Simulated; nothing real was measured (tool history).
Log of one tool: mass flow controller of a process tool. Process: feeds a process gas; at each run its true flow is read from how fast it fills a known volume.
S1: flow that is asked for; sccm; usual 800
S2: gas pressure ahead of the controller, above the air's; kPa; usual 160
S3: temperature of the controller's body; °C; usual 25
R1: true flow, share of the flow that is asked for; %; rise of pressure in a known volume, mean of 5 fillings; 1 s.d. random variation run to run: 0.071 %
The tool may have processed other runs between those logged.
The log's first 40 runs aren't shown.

run    hour   S1   S2  S3      R1
 41  7497.6  254  160  31   99.76
 42  7739.3  127  278  25   97.75
 43  7981.9  318  233  25   98.86
 44  8099.7  221  146  23   98.73
 45  8300.2  221  146  23   98.66
 46  8443.8  245  160  21   98.53
 47  8689.6  152  244  25   97.72
 48  8862.8  152  244  25   97.62
 49    9097  800  160  23  100.49

Each row is a separate what-if for the run after 49, all from the same tool condition, not one after another. Results?
  A  9202.1  647  216  26   ?
  B  9202.1  800  160  24   ?
  C  9202.1  800  160  25   ?

run      R1
  A  100.13
  B  100.54
  C  100.79
Had the tool no hidden state, the same runs would have come out as:
run     R1
  A  99.22
  B  99.57
  C  99.81
